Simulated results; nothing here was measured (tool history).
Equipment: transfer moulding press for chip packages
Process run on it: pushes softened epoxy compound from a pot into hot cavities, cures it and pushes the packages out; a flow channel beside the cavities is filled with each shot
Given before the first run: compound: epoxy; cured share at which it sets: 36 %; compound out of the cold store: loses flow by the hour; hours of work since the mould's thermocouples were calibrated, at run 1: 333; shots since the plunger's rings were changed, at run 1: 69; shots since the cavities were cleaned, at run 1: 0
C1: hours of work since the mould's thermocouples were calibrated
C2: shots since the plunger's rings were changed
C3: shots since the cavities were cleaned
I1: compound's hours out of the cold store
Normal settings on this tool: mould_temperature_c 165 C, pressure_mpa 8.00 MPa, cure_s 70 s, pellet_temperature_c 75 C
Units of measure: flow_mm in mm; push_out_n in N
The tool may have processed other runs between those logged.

Run 1, hour 0.0: usual settings; C1 333; C2 69; C3 0; I1 29.3. Result: flow_mm 689 mm, push_out_n 415 N.
Run 2, hour 42.0: usual settings; C1 357; C2 686; C3 617; I1 41.9. Result: flow_mm 649 mm, push_out_n 647 N.
At hour 62.8: cavities cleaned with cleaning compound and waxed.
Run 3, hour 74.6: usual settings; C1 376; C2 1144; C3 173; I1 17.3. Result: flow_mm 706 mm, push_out_n 843 N.
Run 4, hour 102.2: usual settings but pellet_temperature_c 84 C; C1 392; C2 1549; C3 578; I1 19.3. Result: flow_mm 696 mm, push_out_n 885 N.
At hour 124.2: cavities cleaned with cleaning compound and waxed.
Run 5, hour 160.1: usual settings but pellet_temperature_c 84 C; C1 425; C2 2378; C3 527; I1 22.3. Result: flow_mm 683 mm, push_out_n 623 N.
At hour 188.3: cavities cleaned with cleaning compound and waxed.
Run 6, hour 195.0: usual settings; C1 444; C2 2870; C3 98; I1 23.5. Result: flow_mm 670 mm, push_out_n 466 N.
At hour 215.0: plunger's sealing rings changed.
Run 7, hour 248.3: usual settings; C1 474; C2 490; C3 845; I1 38.6. Result: flow_mm 657 mm, push_out_n 685 N.
At hour 253.1: cavities cleaned with cleaning compound and waxed.
Run 8, hour 295.9: usual settings; C1 501; C2 1167; C3 628; I1 21.7. Result: flow_mm 691 mm, push_out_n 691 N.
At hour 315.8: cavities cleaned with cleaning compound and waxed.
Run 9, hour 344.5: usual settings but mould_temperature_c 162 C; C1 528; C2 1860; C3 422; I1 28.6. Result: flow_mm 672 mm, push_out_n 664 N.
At hour 376.8: cavities cleaned with cleaning compound and waxed, once more.
Run 10, hour 378.6: usual settings but mould_temperature_c 162 C; C1 548; C2 2340; C3 27; I1 22.7. Result: flow_mm 681 mm, push_out_n 488 N.
At hour 432.4: plunger's sealing rings changed.
Run 11, hour 432.4: usual settings but mould_temperature_c 162 C; C1 578; C2 0; C3 781; I1 40.0. Result: flow_mm 660 mm, push_out_n 812 N.
At hour 442.4: cavities cleaned with cleaning compound and waxed.
Run 12, hour 471.2: usual settings but mould_temperature_c 162 C; C1 599; C2 549; C3 424; I1 40.5. Result: flow_mm 653 mm, push_out_n 687 N.
Run 13, hour 495.1: usual settings but mould_temperature_c 162 C; C1 613; C2 900; C3 775; I1 22.4. Result: flow_mm 698 mm, push_out_n 810 N.
At hour 507.1: cavities cleaned with cleaning compound and waxed.
Run 14, hour 529.2: usual settings but mould_temperature_c 162 C, pressure_mpa 6.03 MPa, pellet_temperature_c 70 C; C1 632; C2 1379; C3 325; I1 35.2. Result: flow_mm 570 mm, push_out_n 657 N.
Run 15, hour 562.2: usual settings but mould_temperature_c 164 C, pressure_mpa 7.20 MPa, cure_s 75 s, pellet_temperature_c 84 C; C1 652; C2 1864; C3 810; I1 29.0. Result: flow_mm 628 mm, push_out_n 669 N.
At hour 568.3: cavities cleaned with cleaning compound and waxed.
Run 16, hour 615.6: usual settings but mould_temperature_c 164 C, pressure_mpa 7.20 MPa, cure_s 75 s, pellet_temperature_c 84 C; C1 682; C2 2627; C3 695; I1 9.4. Result: flow_mm 674 mm, push_out_n 680 N.
At hour 632.9: cavities cleaned with cleaning compound and waxed.
At hour 650.6: plunger's sealing rings changed.
Run 17, hour 672.9: usual settings but mould_temperature_c 164 C, pressure_mpa 7.20 MPa, cure_s 75 s, pellet_temperature_c 84 C; C1 713; C2 327; C3 552; I1 15.3. Result: flow_mm 687 mm, push_out_n 611 N.
At hour 700.1: cavities cleaned with cleaning compound and waxed.
Run 18, hour 700.1: usual settings but mould_temperature_c 164 C, pressure_mpa 7.20 MPa, cure_s 75 s, pellet_temperature_c 74 C; C1 728; C2 705; C3 0; I1 22.9. Result: flow_mm 661 mm, push_out_n 393 N.
Run 19, hour 739.6: usual settings but mould_temperature_c 164 C, pressure_mpa 7.20 MPa, cure_s 75 s, pellet_temperature_c 74 C; C1 751; C2 1287; C3 582; I1 23.9. Result: flow_mm 653 mm, push_out_n 604 N.
At hour 764.8: cavities cleaned with cleaning compound and waxed.
Run 20, hour 766.3: usual settings but mould_temperature_c 163 C, pressure_mpa 7.87 MPa, cure_s 106 s, pellet_temperature_c 72 C; C1 766; C2 1656; C3 21; I1 28.7. Result: flow_mm 667 mm, push_out_n 334 N.
At hour 801.8: mould's thermocouples calibrated.
Run 21, hour 813.7: usual settings but pellet_temperature_c 83 C; C1 7; C2 2323; C3 688; I1 32.1. Result: flow_mm 652 mm, push_out_n 667 N.

Estimate the outcome of run 22 from the log above:
At hour 828.4: cavities cleaned with cleaning compound and waxed.
Run 22, hour 840.5: usual settings but pellet_temperature_c 83 C; C1 22; C2 2697; C3 179; I1 26.9. Result: flow_mm ?, push_out_n ?.

flow_mm: 663 mm
push_out_n: 506 N
The same run, on a tool lacking any hidden state, would have yielded flow_mm 693 mm, push_out_n 401 N.
